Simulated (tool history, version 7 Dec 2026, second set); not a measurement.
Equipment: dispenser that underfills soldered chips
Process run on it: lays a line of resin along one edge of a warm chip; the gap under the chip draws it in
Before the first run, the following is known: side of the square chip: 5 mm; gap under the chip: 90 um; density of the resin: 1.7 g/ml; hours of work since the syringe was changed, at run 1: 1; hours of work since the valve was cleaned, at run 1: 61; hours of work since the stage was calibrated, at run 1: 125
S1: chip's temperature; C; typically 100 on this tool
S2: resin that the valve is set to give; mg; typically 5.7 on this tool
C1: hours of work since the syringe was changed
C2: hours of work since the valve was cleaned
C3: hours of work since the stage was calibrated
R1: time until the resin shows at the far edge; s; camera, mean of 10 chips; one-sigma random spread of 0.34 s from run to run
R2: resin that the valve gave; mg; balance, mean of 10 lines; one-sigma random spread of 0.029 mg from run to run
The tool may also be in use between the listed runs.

Run 1, hour 0: usual settings; C1 1; C2 61; C3 125. Result: R1 17.6 s, R2 5.52 mg.
Run 2, hour 5.6: usual settings but S2 4.8 mg; C1 6; C2 66; C3 130. Result: R1 26.2 s, R2 4.69 mg.
Run 3, hour 11.5: usual settings but S2 4.8 mg; C1 10; C2 70; C3 134. Result: R1 37.7 s, R2 4.68 mg.
At hour 12.3: new syringe of resin.
Run 4, hour 18.3: usual settings but S2 6.45 mg; C1 5; C2 75; C3 139. Result: R1 23.5 s, R2 6.23 mg.
Run 5, hour 22.9: usual settings but S2 6.45 mg; C1 8; C2 79; C3 143. Result: R1 31.5 s, R2 6.21 mg.
At hour 26.4: new syringe of resin.
Run 6, hour 26.4: usual settings but S2 6.45 mg; C1 0; C2 81; C3 145. Result: R1 16.9 s, R2 6.31 mg.
Run 7, hour 30.5: usual settings but S2 6.74 mg; C1 3; C2 84; C3 148. Result: R1 19.8 s, R2 6.57 mg.
Run 8, hour 36.3: usual settings but S1 113 C, S2 6.28 mg; C1 8; C2 89; C3 153. Result: R1 20.2 s, R2 6.05 mg.
At hour 40.3: new syringe of resin.
Run 9, hour 42.7: usual settings but S1 110 C; C1 2; C2 93; C3 157. Result: R1 14.1 s, R2 5.48 mg.
Run 10, hour 45.6: usual settings but S1 87 C, S2 6.83 mg; C1 4; C2 96; C3 160. Result: R1 32.9 s, R2 6.57 mg.

Estimate the outcome of run 11 from the log above:
Run 11, hour 48.3: usual settings but S2 5.18 mg; C1 6; C2 98; C3 162. Result: R1 ?, R2 ?.

R1: 27.8 s
R2: 4.99 mg
Minus the tool's unlogged condition, the same run would have read R1 16.6 s, R2 5.19 mg.

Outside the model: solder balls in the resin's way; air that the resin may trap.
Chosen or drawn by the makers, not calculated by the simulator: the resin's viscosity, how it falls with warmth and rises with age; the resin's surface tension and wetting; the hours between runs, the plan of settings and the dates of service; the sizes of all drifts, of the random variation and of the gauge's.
